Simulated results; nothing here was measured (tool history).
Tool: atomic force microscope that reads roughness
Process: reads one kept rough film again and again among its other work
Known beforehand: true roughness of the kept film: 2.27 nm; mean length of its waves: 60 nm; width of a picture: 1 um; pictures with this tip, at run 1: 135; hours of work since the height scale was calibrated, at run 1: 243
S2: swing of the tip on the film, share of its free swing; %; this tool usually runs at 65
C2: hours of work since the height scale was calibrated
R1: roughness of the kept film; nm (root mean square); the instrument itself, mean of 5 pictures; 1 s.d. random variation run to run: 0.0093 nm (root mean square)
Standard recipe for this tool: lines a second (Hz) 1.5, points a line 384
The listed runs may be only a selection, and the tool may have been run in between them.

{"run": 1, "hour": 0.0, "lines a second (Hz)": 1.5, "S2": 65, "points a line": 384, "pictures with this tip": 135, "C2": 243, "R1": 2.113}
{"run": 2, "hour": 3.9, "lines a second (Hz)": 1.5, "S2": 65, "points a line": 384, "pictures with this tip": 143, "C2": 246, "R1": 2.089}
{"run": 3, "hour": 8.8, "lines a second (Hz)": 0.75, "S2": 65, "points a line": 384, "pictures with this tip": 153, "C2": 249, "R1": 2.15}
{"run": 4, "hour": 15.2, "lines a second (Hz)": 0.75, "S2": 65, "points a line": 384, "pictures with this tip": 166, "C2": 253, "R1": 2.157}
{"run": 5, "hour": 22.7, "lines a second (Hz)": 1.5, "S2": 73, "points a line": 384, "pictures with this tip": 181, "C2": 258, "R1": 2.012}
{"run": 6, "hour": 30.1, "lines a second (Hz)": 1.5, "S2": 65, "points a line": 384, "pictures with this tip": 197, "C2": 263, "R1": 2.107}
{"run": 7, "hour": 36.0, "lines a second (Hz)": 1.5, "S2": 65, "points a line": 384, "pictures with this tip": 209, "C2": 267, "R1": 2.102}
{"run": 8, "hour": 44.1, "lines a second (Hz)": 1.5, "S2": 65, "points a line": 384, "pictures with this tip": 225, "C2": 272, "R1": 2.106}
{"run": 9, "hour": 53.0, "lines a second (Hz)": 1.5, "S2": 65, "points a line": 384, "pictures with this tip": 244, "C2": 277, "R1": 2.098}
{"run": 10, "hour": 61.9, "lines a second (Hz)": 1.5, "S2": 65, "points a line": 384, "pictures with this tip": 262, "C2": 283, "R1": 2.099}
{"run": 11, "hour": 68.6, "lines a second (Hz)": 3.1, "S2": 65, "points a line": 384, "pictures with this tip": 276, "C2": 287, "R1": 1.965}
{"run": 12, "hour": 76.9, "lines a second (Hz)": 3.1, "S2": 65, "points a line": 384, "pictures with this tip": 293, "C2": 293, "R1": 1.951}
{"run": 13, "hour": 82.6, "lines a second (Hz)": 3.1, "S2": 65, "points a line": 384, "pictures with this tip": 304, "C2": 296, "R1": 1.953}
{"run": 14, "hour": 90.7, "lines a second (Hz)": 3.1, "S2": 65, "points a line": 384, "pictures with this tip": 321, "C2": 302, "R1": 1.962}
{"run": 15, "hour": 97.5, "lines a second (Hz)": 3.1, "S2": 64, "points a line": 384, "pictures with this tip": 335, "C2": 306, "R1": 1.98}
{"run": 16, "hour": 105.5, "lines a second (Hz)": 1.5, "S2": 65, "points a line": 350, "pictures with this tip": 351, "C2": 311, "R1": 2.09}
{"run": 17, "hour": 109.8, "lines a second (Hz)": 1.5, "S2": 65, "points a line": 350, "pictures with this tip": 360, "C2": 314, "R1": 2.104}
{"hour": 114.5, "done": "new tip fitted"}
{"run": 18, "hour": 118.5, "lines a second (Hz)": 1.5, "S2": 65, "points a line": 818, "pictures with this tip": 8, "C2": 319, "R1": 2.112}
{"run": 19, "hour": 124.7, "lines a second (Hz)": 1.5, "S2": 65, "points a line": 818, "pictures with this tip": 21, "C2": 323, "R1": 2.101}
{"run": 20, "hour": 132.4, "lines a second (Hz)": 1.5, "S2": 65, "points a line": 818, "pictures with this tip": 37, "C2": 328, "R1": 2.104}
{"run": 21, "hour": 137.6, "lines a second (Hz)": 0.87, "S2": 65, "points a line": 384, "pictures with this tip": 47, "C2": 331, "R1": 2.166}
{"run": 22, "hour": 144.2, "lines a second (Hz)": 3.14, "S2": 65, "points a line": 384, "pictures with this tip": 61, "C2": 336, "R1": 1.962}
{"run": 23, "hour": 148.3, "lines a second (Hz)": 3.14, "S2": 65, "points a line": 384, "pictures with this tip": 69, "C2": 338, "R1": 1.969}
{"run": 24, "hour": 153.7, "lines a second (Hz)": 2.69, "S2": 58, "points a line": 453, "pictures with this tip": 81, "C2": 342, "R1": 2.082}
{"run": 25, "hour": 160.1, "lines a second (Hz)": 0.71, "S2": 58, "points a line": 453, "pictures with this tip": 94, "C2": 346, "R1": 2.18}
{"run": 26, "hour": 164.2, "lines a second (Hz)": 0.71, "S2": 58, "points a line": 453, "pictures with this tip": 102, "C2": 348, "R1": 2.214}
{"run": 27, "hour": 172.2, "lines a second (Hz)": 2.79, "S2": 67, "points a line": 719, "pictures with this tip": 118, "C2": 354, "R1": 1.982}
{"run": 28, "hour": 181.1, "lines a second (Hz)": 2.79, "S2": 61, "points a line": 507, "pictures with this tip": 137, "C2": 359, "R1": 2.02}
{"run": 29, "hour": 188.8, "lines a second (Hz)": 1.5, "S2": 65, "points a line": 384, "pictures with this tip": 153, "C2": 364, "R1": 2.102}
{"run": 30, "hour": 194.9, "lines a second (Hz)": 1.5, "S2": 65, "points a line": 384, "pictures with this tip": 165, "C2": 368, "R1": 2.087}
{"run": 31, "hour": 199.9, "lines a second (Hz)": 1.23, "S2": 65, "points a line": 272, "pictures with this tip": 175, "C2": 371, "R1": 2.087}

Run 32 comes next. What will it give?
{"run": 32, "hour": 206.3, "lines a second (Hz)": 1.23, "S2": 65, "points a line": 340, "pictures with this tip": 189, "C2": 375, "R1": "?"}

R1: 2.13 nm (root mean square)
Take away the tool's hidden state, keep the run-to-run variation as it was, and the same run would have given R1 2.132 nm (root mean square).

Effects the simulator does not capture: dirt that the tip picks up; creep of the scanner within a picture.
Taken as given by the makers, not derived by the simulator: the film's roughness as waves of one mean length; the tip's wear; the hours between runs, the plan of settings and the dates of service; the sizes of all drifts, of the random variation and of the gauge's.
